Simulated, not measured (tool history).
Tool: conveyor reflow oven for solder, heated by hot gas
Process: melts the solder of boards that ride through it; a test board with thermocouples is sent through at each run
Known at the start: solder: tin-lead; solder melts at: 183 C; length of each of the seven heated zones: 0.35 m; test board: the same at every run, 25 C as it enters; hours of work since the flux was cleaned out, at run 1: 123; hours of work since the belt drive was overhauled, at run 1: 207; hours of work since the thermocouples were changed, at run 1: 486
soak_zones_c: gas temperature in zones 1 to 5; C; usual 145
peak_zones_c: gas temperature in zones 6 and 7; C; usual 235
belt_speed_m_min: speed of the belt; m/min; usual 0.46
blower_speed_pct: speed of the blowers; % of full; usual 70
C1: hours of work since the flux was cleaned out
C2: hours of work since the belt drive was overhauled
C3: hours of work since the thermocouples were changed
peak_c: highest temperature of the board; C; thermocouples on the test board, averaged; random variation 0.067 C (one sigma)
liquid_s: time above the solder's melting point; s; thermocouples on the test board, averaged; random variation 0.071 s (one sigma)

run 1 day=0 | soak_zones_c=145 peak_zones_c=235 belt_speed_m_min=0.46 blower_speed_pct=70 | C1=123 C2=207 C3=486 | peak_c=215.63 liquid_s=68.98
run 2 day=0.454 | soak_zones_c=145 peak_zones_c=235 belt_speed_m_min=0.46 blower_speed_pct=70 | C1=128 C2=212 C3=491 | peak_c=215.65 liquid_s=69.05
run 3 day=0.808 | soak_zones_c=145 peak_zones_c=235 belt_speed_m_min=0.46 blower_speed_pct=70 | C1=131 C2=215 C3=495 | peak_c=215.75 liquid_s=68.91
run 4 day=1.2 | soak_zones_c=145 peak_zones_c=235 belt_speed_m_min=0.46 blower_speed_pct=70 | C1=136 C2=220 C3=499 | peak_c=215.68 liquid_s=69.01
run 5 day=1.579 | soak_zones_c=145 peak_zones_c=235 belt_speed_m_min=0.46 blower_speed_pct=70 | C1=140 C2=224 C3=503 | peak_c=215.6 liquid_s=68.92
run 6 day=2.05 | soak_zones_c=145 peak_zones_c=235 belt_speed_m_min=0.46 blower_speed_pct=70 | C1=145 C2=229 C3=508 | peak_c=215.86 liquid_s=69.02
run 7 day=2.625 | soak_zones_c=145 peak_zones_c=235 belt_speed_m_min=0.46 blower_speed_pct=70 | C1=151 C2=235 C3=514 | peak_c=215.65 liquid_s=68.91
run 8 day=2.933 | soak_zones_c=145 peak_zones_c=231 belt_speed_m_min=0.46 blower_speed_pct=70 | C1=154 C2=238 C3=518 | peak_c=212.42 liquid_s=65.72
run 9 day=3.417 | soak_zones_c=145 peak_zones_c=231 belt_speed_m_min=0.46 blower_speed_pct=70 | C1=159 C2=243 C3=523 | peak_c=212.25 liquid_s=65.7
run 10 day=3.912 | soak_zones_c=145 peak_zones_c=231 belt_speed_m_min=0.46 blower_speed_pct=70 | C1=164 C2=248 C3=528 | peak_c=212.35 liquid_s=65.7
run 11 day=4.467 | soak_zones_c=145 peak_zones_c=231 belt_speed_m_min=0.46 blower_speed_pct=70 | C1=170 C2=254 C3=534 | peak_c=212.36 liquid_s=65.58
run 12 day=4.858 | soak_zones_c=145 peak_zones_c=231 belt_speed_m_min=0.46 blower_speed_pct=70 | C1=175 C2=259 C3=538 | peak_c=212.43 liquid_s=65.56
run 13 day=5.171 | soak_zones_c=145 peak_zones_c=235 belt_speed_m_min=0.46 blower_speed_pct=64 | C1=178 C2=262 C3=542 | peak_c=213.74 liquid_s=66.52
run 14 day=5.742 | soak_zones_c=145 peak_zones_c=235 belt_speed_m_min=0.46 blower_speed_pct=64 | C1=184 C2=268 C3=548 | peak_c=213.84 liquid_s=66.48
run 15 day=6.308 | soak_zones_c=135 peak_zones_c=235 belt_speed_m_min=0.46 blower_speed_pct=70 | C1=190 C2=274 C3=554 | peak_c=213.58 liquid_s=62.25

Run 16 comes next. What will it give?
run 16 day=6.608 | soak_zones_c=135 peak_zones_c=235 belt_speed_m_min=0.46 blower_speed_pct=70 | C1=193 C2=277 C3=557 | peak_c=? liquid_s=?

peak_c: 213.48 C
liquid_s: 62.31 s
Without the tool's hidden state the same run would have given peak_c 213.51 C, liquid_s 62.34 s.

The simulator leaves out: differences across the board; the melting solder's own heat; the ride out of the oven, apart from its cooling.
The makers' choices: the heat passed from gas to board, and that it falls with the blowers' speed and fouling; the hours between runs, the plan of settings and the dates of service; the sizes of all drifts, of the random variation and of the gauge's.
